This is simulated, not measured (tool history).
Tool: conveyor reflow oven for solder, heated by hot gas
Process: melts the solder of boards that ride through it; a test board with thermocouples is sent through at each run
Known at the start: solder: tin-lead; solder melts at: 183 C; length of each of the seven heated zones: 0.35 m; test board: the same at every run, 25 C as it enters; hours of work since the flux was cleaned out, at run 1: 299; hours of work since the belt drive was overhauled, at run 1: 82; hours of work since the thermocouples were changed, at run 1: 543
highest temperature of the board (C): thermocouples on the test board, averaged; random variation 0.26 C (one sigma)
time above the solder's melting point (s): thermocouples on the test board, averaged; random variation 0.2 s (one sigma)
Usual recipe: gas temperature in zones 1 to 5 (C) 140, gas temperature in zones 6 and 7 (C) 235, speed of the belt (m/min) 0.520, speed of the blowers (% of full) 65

| run | hour | gas temperature in zones 1 to 5 (C) | gas temperature in zones 6 and 7 (C) | speed of the belt (m/min) | speed of the blowers (% of full) | hours of work since the flux was cleaned out | hours of work since the belt drive was overhauled | hours of work since the thermocouples were changed | highest temperature of the board (C) | time above the solder's melting point (s) |
|---|---|---|---|---|---|---|---|---|---|---|
| 1 | 0.0 | 140 | 235 | 0.520 | 65 | 299 | 82 | 543 | 220.4 | 64.0 |
| 2 | 14.1 | 140 | 235 | 0.520 | 65 | 307 | 90 | 551 | 220.7 | 64.3 |
| 3 | 29.5 | 140 | 235 | 0.520 | 65 | 316 | 99 | 560 | 221.0 | 64.0 |
|  | 45.7 | flux residue cleaned out of gas plates and filters |
| 4 | 47.2 | 140 | 235 | 0.520 | 65 | 1 | 107 | 567 | 220.3 | 64.2 |
| 5 | 53.4 | 140 | 235 | 0.520 | 65 | 5 | 110 | 571 | 220.4 | 64.6 |
| 6 | 65.1 | 140 | 235 | 0.520 | 65 | 11 | 117 | 578 | 220.4 | 64.4 |
| 7 | 78.4 | 140 | 235 | 0.520 | 65 | 19 | 125 | 586 | 220.5 | 64.4 |
| 8 | 88.9 | 140 | 235 | 0.520 | 65 | 25 | 131 | 592 | 220.1 | 64.5 |
| 9 | 99.3 | 140 | 235 | 0.520 | 65 | 31 | 137 | 598 | 220.2 | 64.2 |
| 10 | 112.9 | 140 | 234 | 0.520 | 65 | 39 | 145 | 606 | 219.5 | 63.5 |
| 11 | 121.8 | 140 | 239 | 0.520 | 65 | 45 | 150 | 611 | 224.3 | 67.1 |
| 12 | 135.4 | 140 | 239 | 0.520 | 65 | 53 | 158 | 619 | 224.2 | 66.4 |
| 13 | 142.0 | 145 | 232 | 0.520 | 65 | 56 | 162 | 623 | 217.8 | 64.9 |
| 14 | 151.5 | 145 | 232 | 0.520 | 65 | 62 | 168 | 628 | 218.6 | 64.9 |
| 15 | 165.9 | 140 | 249 | 0.485 | 65 | 70 | 176 | 637 | 235.4 | 78.8 |
| 16 | 175.6 | 153 | 235 | 0.575 | 89 | 76 | 182 | 643 | 222.0 | 64.3 |
| 17 | 190.9 | 148 | 235 | 0.535 | 65 | 85 | 191 | 652 | 221.7 | 66.0 |

4 options for the next run, each taken on its own from the tool as it stands now. Forecast them:
| A | 202.6 | 146 | 224 | 0.535 | 54 | 92 | 198 | 658 | ? | ? |
| B | 202.6 | 148 | 231 | 0.532 | 74 | 92 | 198 | 658 | ? | ? |
| C | 202.6 | 139 | 243 | 0.535 | 60 | 92 | 198 | 658 | ? | ? |
| D | 202.6 | 148 | 243 | 0.588 | 65 | 92 | 198 | 658 | ? | ? |

| run | highest temperature of the board (C) | time above the solder's melting point (s) |
|---|---|---|
| A | 208.9 | 54.4 |
| B | 218.0 | 65.3 |
| C | 225.6 | 65.2 |
| D | 225.1 | 62.0 |
With the hidden condition removed and each run's random variation left untouched, the same runs would have given:
| run | highest temperature of the board (C) | time above the solder's melting point (s) |
|---|---|---|
| A | 209.1 | 54.5 |
| B | 218.2 | 65.4 |
| C | 225.7 | 65.3 |
| D | 225.2 | 62.0 |
